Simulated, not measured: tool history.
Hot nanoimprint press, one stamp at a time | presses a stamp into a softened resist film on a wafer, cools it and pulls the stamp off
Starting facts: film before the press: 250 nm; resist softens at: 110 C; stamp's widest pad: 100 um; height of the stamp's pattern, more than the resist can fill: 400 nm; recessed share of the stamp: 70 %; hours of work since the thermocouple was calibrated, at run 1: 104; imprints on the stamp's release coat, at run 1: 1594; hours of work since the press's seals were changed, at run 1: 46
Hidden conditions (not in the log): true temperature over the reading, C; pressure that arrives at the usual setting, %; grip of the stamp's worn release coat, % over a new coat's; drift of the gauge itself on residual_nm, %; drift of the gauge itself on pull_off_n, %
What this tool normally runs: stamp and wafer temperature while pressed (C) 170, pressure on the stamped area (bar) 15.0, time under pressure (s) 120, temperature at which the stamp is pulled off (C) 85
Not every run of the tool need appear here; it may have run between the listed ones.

| run | hour | stamp and wafer temperature while pressed (C) | pressure on the stamped area (bar) | time under pressure (s) | temperature at which the stamp is pulled off (C) | hours of work since the thermocouple was calibrated | imprints on the stamp's release coat | hours of work since the press's seals were changed | resist left under the stamp's widest pad (Å) | greatest force while the stamp is pulled off (N) |
|---|---|---|---|---|---|---|---|---|---|---|
| 1 | 0.0 | 170 | 15.0 | 120 | 85 | 104 | 1594 | 46 | 1345 | 216 |
| 2 | 7.9 | 170 | 15.0 | 120 | 85 | 108 | 1611 | 50 | 1329 | 216 |
| 3 | 15.4 | 170 | 15.0 | 120 | 85 | 112 | 1627 | 53 | 1329 | 209 |
| 4 | 27.0 | 170 | 15.0 | 120 | 85 | 117 | 1652 | 59 | 1350 | 226 |
| 5 | 32.8 | 170 | 14.0 | 120 | 85 | 120 | 1665 | 62 | 1376 | 217 |
| 6 | 38.7 | 170 | 14.0 | 120 | 85 | 123 | 1677 | 65 | 1370 | 222 |
| 7 | 48.7 | 170 | 15.0 | 120 | 85 | 128 | 1699 | 70 | 1339 | 224 |
| 8 | 57.6 | 170 | 15.0 | 120 | 80 | 133 | 1718 | 74 | 1365 | 252 |
| 9 | 66.1 | 170 | 15.0 | 120 | 80 | 137 | 1736 | 79 | 1348 | 261 |
|  | 76.5 | stamp cleaned and given a new release coat |
| 10 | 78.6 | 170 | 15.0 | 120 | 80 | 140 | 5 | 82 | 1361 | 191 |
| 11 | 89.6 | 170 | 16.2 | 120 | 85 | 146 | 28 | 87 | 1313 | 171 |
| 12 | 103.8 | 170 | 16.2 | 120 | 85 | 153 | 59 | 94 | 1317 | 175 |
| 13 | 112.4 | 170 | 16.2 | 120 | 85 | 157 | 77 | 99 | 1326 | 174 |
| 14 | 121.2 | 179 | 15.0 | 120 | 85 | 161 | 96 | 103 | 906 | 182 |
| 15 | 129.2 | 170 | 15.0 | 120 | 85 | 165 | 113 | 107 | 1343 | 178 |
| 16 | 143.0 | 173 | 15.0 | 186 | 85 | 172 | 143 | 114 | 999 | 175 |
| 17 | 154.1 | 161 | 9.7 | 95 | 87 | 178 | 166 | 119 | 2135 | 176 |
| 18 | 164.7 | 161 | 9.7 | 95 | 87 | 183 | 189 | 125 | 2120 | 172 |
| 19 | 176.6 | 161 | 15.7 | 217 | 86 | 189 | 215 | 130 | 1607 | 172 |
| 20 | 185.5 | 174 | 13.5 | 120 | 86 | 193 | 234 | 135 | 1191 | 179 |
| 21 | 196.0 | 174 | 13.5 | 120 | 86 | 198 | 256 | 140 | 1187 | 174 |
| 22 | 205.6 | 170 | 23.2 | 87 | 85 | 203 | 277 | 145 | 1290 | 182 |
| 23 | 214.2 | 177 | 22.0 | 161 | 79 | 207 | 295 | 149 | 738 | 209 |
| 24 | 222.1 | 177 | 22.0 | 161 | 79 | 211 | 312 | 153 | 738 | 210 |
| 25 | 230.4 | 170 | 15.0 | 178 | 80 | 215 | 330 | 157 | 1175 | 219 |
| 26 | 237.1 | 168 | 21.0 | 132 | 85 | 219 | 344 | 160 | 1275 | 187 |
| 27 | 250.2 | 161 | 15.0 | 120 | 90 | 225 | 372 | 167 | 1916 | 162 |
| 28 | 263.0 | 170 | 14.2 | 89 | 90 | 231 | 400 | 173 | 1524 | 157 |
| 29 | 274.3 | 168 | 17.4 | 199 | 92 | 237 | 424 | 179 | 1176 | 148 |
| 30 | 283.6 | 161 | 10.6 | 120 | 85 | 242 | 444 | 183 | 2030 | 188 |

A few steps of resist left under the stamp's widest pad (Å) between consecutive runs. Split each: what settings, incoming material and random variation would produce without the hidden state, and what is left over for the hidden state, along with gauge scatter present in only one of the two compared results (measured, and without hidden state):
Run 16 -> 17: stamp and wafer temperature while pressed (C) 173 -> 161, pressure on the stamped area (bar) 15.0 -> 9.7, time under pressure (s) 186 -> 95, temperature at which the stamp is pulled off (C) 85 -> 87. resist left under the stamp's widest pad (Å) +1136: hidden state -3, all else +1139.
Run 18 -> 19: pressure on the stamped area (bar) 9.7 -> 15.7, time under pressure (s) 95 -> 217, temperature at which the stamp is pulled off (C) 87 -> 86. resist left under the stamp's widest pad (Å) -513: hidden state +9, all else -522.
Run 21 -> 22: stamp and wafer temperature while pressed (C) 174 -> 170, pressure on the stamped area (bar) 13.5 -> 23.2, time under pressure (s) 120 -> 87, temperature at which the stamp is pulled off (C) 86 -> 85. resist left under the stamp's widest pad (Å) +103: hidden state +7, all else +96.
Run 22 -> 23: stamp and wafer temperature while pressed (C) 170 -> 177, pressure on the stamped area (bar) 23.2 -> 22.0, time under pressure (s) 87 -> 161, temperature at which the stamp is pulled off (C) 85 -> 79. resist left under the stamp's widest pad (Å) -552: hidden state -8, all else -544.
Run 26 -> 27: stamp and wafer temperature while pressed (C) 168 -> 161, pressure on the stamped area (bar) 21.0 -> 15.0, time under pressure (s) 132 -> 120, temperature at which the stamp is pulled off (C) 85 -> 90. resist left under the stamp's widest pad (Å) +641: hidden state -4, all else +645.
Run 29 -> 30: stamp and wafer temperature while pressed (C) 168 -> 161, pressure on the stamped area (bar) 17.4 -> 10.6, time under pressure (s) 199 -> 120, temperature at which the stamp is pulled off (C) 92 -> 85. resist left under the stamp's widest pad (Å) +854: hidden state -6, all else +860.
